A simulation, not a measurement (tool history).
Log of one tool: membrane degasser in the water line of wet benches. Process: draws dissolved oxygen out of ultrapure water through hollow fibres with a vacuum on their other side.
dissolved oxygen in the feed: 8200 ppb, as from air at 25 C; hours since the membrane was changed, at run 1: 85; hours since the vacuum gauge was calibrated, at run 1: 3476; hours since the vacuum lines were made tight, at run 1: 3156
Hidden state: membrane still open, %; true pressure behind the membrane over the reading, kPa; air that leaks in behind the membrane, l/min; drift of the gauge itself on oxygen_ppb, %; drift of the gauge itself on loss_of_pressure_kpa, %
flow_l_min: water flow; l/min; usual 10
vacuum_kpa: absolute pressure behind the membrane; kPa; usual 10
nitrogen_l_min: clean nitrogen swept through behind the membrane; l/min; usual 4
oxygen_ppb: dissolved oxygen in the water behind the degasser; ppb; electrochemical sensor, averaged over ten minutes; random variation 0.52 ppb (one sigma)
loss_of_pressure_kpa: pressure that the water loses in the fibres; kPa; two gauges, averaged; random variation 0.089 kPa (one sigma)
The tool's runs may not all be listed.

run    hour  flow_l_min  vacuum_kpa  nitrogen_l_min  hours since the membrane was changed  hours since the vacuum gauge was calibrated  hours since the vacuum lines were made tight  oxygen_ppb  loss_of_pressure_kpa
  1       0          10          10               4                                    85                                         3476                                          3156          72                 39.75
  2    36.2          10          10               4                                   121                                         3512                                          3192        72.2                 39.74
  3    81.3          10          10            5.97                                   166                                         3557                                          3237        57.3                 39.59
  4   138.2          10          10               4                                   223                                         3614                                          3294        72.8                 39.62
  5   194.1          10          10               4                                   279                                         3670                                          3350        71.3                  39.7
  6   262.9          10          10               4                                   348                                         3739                                          3418        71.3                 39.84
  7   303.4          10          10               4                                   389                                         3779                                          3459          71                 39.88
  8   339.6          10          10               4                                   425                                         3816                                          3495        71.7                 39.78
  9   369.5          10          10               4                                   455                                         3845                                          3525        72.3                 39.81
 10   412.2          10          10               4                                   497                                         3888                                          3568        72.4                 39.81
      419.3  -- vacuum gauge calibrated
 11   453.4          10          10               4                                   538                                           34                                          3609        72.7                 39.83
 12   516.7          10          10               4                                   601                                           97                                          3672        72.4                 39.79
 13   554.5          10          10               4                                   639                                          135                                          3710        73.3                  39.6
 14   586.6          13          10               4                                   671                                          167                                          3742       104.5                 51.69
 15   616.3          10          10               4                                   701                                          197                                          3771        73.5                  39.6
 16   652.4          10          10               4                                   737                                          233                                          3807          74                 39.87
 17   701.7          10          10               4                                   786                                          282                                          3857        73.9                 39.76
 18   759.5          10          10               4                                   844                                          340                                          3915        73.3                 39.68
 19   828.7          10         6.5            5.32                                   913                                          409                                          3984        44.7                 39.79
        838  -- vacuum gauge calibrated, once more
 20   888.8           8          10            8.44                                   973                                           51                                          4043        33.7                 31.81
 21   952.1           8          10            8.44                                  1036                                          114                                          4107        33.4                 31.84
 22   991.4          16         6.5               4                                  1076                                          153                                          4146       106.6                  63.7
 23  1042.3           6        12.3           11.48                                  1127                                          204                                          4197        20.6                 24.06
 24  1077.9           6          14           11.48                                  1162                                          240                                          4232        23.4                 23.84
 25  1123.7          12          10               4                                  1208                                          286                                          4278        92.6                 47.93
 26  1176.3          12         9.2               4                                  1260                                          338                                          4331        87.3                 47.81
 27  1235.1           9         9.2            3.78                                  1319                                          397                                          4390        59.7                 36.03
 28  1266.4           8        13.3            3.78                                  1351                                          428                                          4421        73.4                  31.9
 29    1304           8        13.3            3.78                                  1388                                          466                                          4459        73.5                 32.01
 30  1346.7           8        13.3            3.78                                  1431                                          509                                          4501        74.2                 31.83
 31  1388.6           8        15.6             3.2                                  1473                                          551                                          4543       100.4                 31.83
 32  1456.5           8         9.6            2.51                                  1541                                          619                                          4611        71.7                 32.02

4 ways to go on from here, each from the tool as it stands after run 32. What would each give?
  A  1517.6           7         9.9           10.26                                  1602                                          680                                          4672           ?                     ?
  B  1517.6          10        22.3               4                                  1602                                          680                                          4672           ?                     ?
  C  1517.6           9         9.6            2.22                                  1602                                          680                                          4672           ?                     ?
  D  1517.6           6        19.4            2.59                                  1602                                          680                                          4672           ?                     ?

run  oxygen_ppb  loss_of_pressure_kpa
  A        24.6                 28.09
  B       151.7                 39.91
  C        90.8                 35.92
  D       111.5                 24.13
Without the tool's hidden state the same runs would have given:
run  oxygen_ppb  loss_of_pressure_kpa
  A        22.6                 27.84
  B       141.8                 39.55
  C        84.1                 35.59
  D        99.8                 23.91
